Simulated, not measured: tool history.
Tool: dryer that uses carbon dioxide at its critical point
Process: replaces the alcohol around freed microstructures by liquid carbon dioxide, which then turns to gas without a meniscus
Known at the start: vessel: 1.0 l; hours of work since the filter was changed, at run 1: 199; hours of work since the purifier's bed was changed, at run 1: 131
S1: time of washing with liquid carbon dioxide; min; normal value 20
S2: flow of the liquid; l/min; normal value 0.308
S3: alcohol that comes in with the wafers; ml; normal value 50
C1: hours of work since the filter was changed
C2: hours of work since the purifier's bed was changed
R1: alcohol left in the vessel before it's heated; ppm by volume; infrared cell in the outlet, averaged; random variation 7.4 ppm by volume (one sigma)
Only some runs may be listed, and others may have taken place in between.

{"run": 1, "day": 0.0, "S1": 20, "S2": 0.308, "S3": 50, "C1": 199, "C2": 131, "R1": 670}
{"run": 2, "day": 0.412, "S1": 20, "S2": 0.308, "S3": 50, "C1": 207, "C2": 139, "R1": 688}
{"run": 3, "day": 0.729, "S1": 20, "S2": 0.308, "S3": 50, "C1": 213, "C2": 145, "R1": 716}
{"run": 4, "day": 1.212, "S1": 20, "S2": 0.308, "S3": 50, "C1": 222, "C2": 154, "R1": 724}
{"run": 5, "day": 1.821, "S1": 20, "S2": 0.308, "S3": 50, "C1": 234, "C2": 166, "R1": 751}
{"run": 6, "day": 2.358, "S1": 20, "S2": 0.308, "S3": 50, "C1": 244, "C2": 176, "R1": 782}
{"run": 7, "day": 2.708, "S1": 20, "S2": 0.308, "S3": 50, "C1": 251, "C2": 183, "R1": 793}
{"run": 8, "day": 2.983, "S1": 20, "S2": 0.51, "S3": 50, "C1": 256, "C2": 188, "R1": 72}
{"run": 9, "day": 3.267, "S1": 20, "S2": 0.51, "S3": 50, "C1": 261, "C2": 194, "R1": 77}
{"day": 3.708, "done": "inlet filter changed"}
{"run": 10, "day": 3.858, "S1": 20, "S2": 0.308, "S3": 50, "C1": 3, "C2": 204, "R1": 395}
{"run": 11, "day": 4.492, "S1": 20, "S2": 0.308, "S3": 50, "C1": 15, "C2": 216, "R1": 386}
{"run": 12, "day": 5.083, "S1": 20, "S2": 0.32, "S3": 50, "C1": 26, "C2": 227, "R1": 345}
{"run": 13, "day": 5.417, "S1": 20, "S2": 0.32, "S3": 50, "C1": 33, "C2": 234, "R1": 359}
{"run": 14, "day": 5.775, "S1": 20, "S2": 0.308, "S3": 50, "C1": 40, "C2": 241, "R1": 425}
{"run": 15, "day": 6.088, "S1": 20, "S2": 0.308, "S3": 50, "C1": 46, "C2": 247, "R1": 441}
{"run": 16, "day": 6.604, "S1": 20, "S2": 0.308, "S3": 50, "C1": 55, "C2": 257, "R1": 440}
{"run": 17, "day": 7.212, "S1": 20, "S2": 0.308, "S3": 50, "C1": 67, "C2": 268, "R1": 473}
{"run": 18, "day": 7.65, "S1": 20, "S2": 0.308, "S3": 50, "C1": 75, "C2": 277, "R1": 495}
{"run": 19, "day": 8.171, "S1": 20, "S2": 0.308, "S3": 50, "C1": 85, "C2": 287, "R1": 489}
{"run": 20, "day": 8.783, "S1": 20, "S2": 0.308, "S3": 50, "C1": 97, "C2": 298, "R1": 499}
{"run": 21, "day": 9.35, "S1": 20, "S2": 0.308, "S3": 50, "C1": 108, "C2": 309, "R1": 532}
{"run": 22, "day": 9.704, "S1": 20, "S2": 0.44, "S3": 80, "C1": 115, "C2": 316, "R1": 148}
{"run": 23, "day": 10.221, "S1": 20, "S2": 0.44, "S3": 80, "C1": 125, "C2": 326, "R1": 155}
{"run": 24, "day": 10.721, "S1": 20, "S2": 0.44, "S3": 22, "C1": 134, "C2": 335, "R1": 62}
{"run": 25, "day": 11.042, "S1": 15, "S2": 0.308, "S3": 50, "C1": 140, "C2": 341, "R1": 1753}
{"run": 26, "day": 11.604, "S1": 29, "S2": 0.308, "S3": 104, "C1": 151, "C2": 352, "R1": 200}
{"run": 27, "day": 11.962, "S1": 29, "S2": 0.308, "S3": 104, "C1": 158, "C2": 359, "R1": 200}
{"run": 28, "day": 12.467, "S1": 29, "S2": 0.308, "S3": 104, "C1": 168, "C2": 369, "R1": 205}
{"run": 29, "day": 12.95, "S1": 20, "S2": 0.237, "S3": 66, "C1": 177, "C2": 378, "R1": 2284}
{"run": 30, "day": 13.279, "S1": 16, "S2": 0.308, "S3": 66, "C1": 183, "C2": 384, "R1": 2084}
{"run": 31, "day": 13.917, "S1": 19, "S2": 0.253, "S3": 66, "C1": 195, "C2": 397, "R1": 2192}
{"run": 32, "day": 14.4, "S1": 25, "S2": 0.309, "S3": 37, "C1": 205, "C2": 406, "R1": 197}
{"run": 33, "day": 14.875, "S1": 25, "S2": 0.309, "S3": 37, "C1": 214, "C2": 415, "R1": 219}
{"run": 34, "day": 15.283, "S1": 25, "S2": 0.309, "S3": 37, "C1": 221, "C2": 423, "R1": 218}
{"run": 35, "day": 15.692, "S1": 25, "S2": 0.309, "S3": 37, "C1": 229, "C2": 430, "R1": 214}
{"run": 36, "day": 15.996, "S1": 20, "S2": 0.44, "S3": 45, "C1": 235, "C2": 436, "R1": 144}
{"run": 37, "day": 16.575, "S1": 20, "S2": 0.44, "S3": 45, "C1": 246, "C2": 447, "R1": 157}
{"run": 38, "day": 17.112, "S1": 13, "S2": 0.21, "S3": 30, "C1": 257, "C2": 458, "R1": 4930}
{"run": 39, "day": 17.658, "S1": 13, "S2": 0.21, "S3": 30, "C1": 267, "C2": 468, "R1": 4782}
{"day": 17.796, "done": "inlet filter changed"}
{"run": 40, "day": 18.221, "S1": 13, "S2": 0.21, "S3": 30, "C1": 8, "C2": 478, "R1": 3463}

Alternative continuations, all from the tool just after run 40; predict every row:
{"run": "A", "day": 18.696, "S1": 21, "S2": 0.21, "S3": 30, "C1": 17, "C2": 487, "R1": "?"}
{"run": "B", "day": 18.696, "S1": 29, "S2": 0.308, "S3": 85, "C1": 17, "C2": 487, "R1": "?"}
{"run": "C", "day": 18.696, "S1": 18, "S2": 0.272, "S3": 37, "C1": 17, "C2": 487, "R1": "?"}

run=A R1=897
run=B R1=98
run=C R1=801
Had the tool no hidden state, the same runs would have come out as:
run=A R1=829
run=B R1=60
run=C R1=735

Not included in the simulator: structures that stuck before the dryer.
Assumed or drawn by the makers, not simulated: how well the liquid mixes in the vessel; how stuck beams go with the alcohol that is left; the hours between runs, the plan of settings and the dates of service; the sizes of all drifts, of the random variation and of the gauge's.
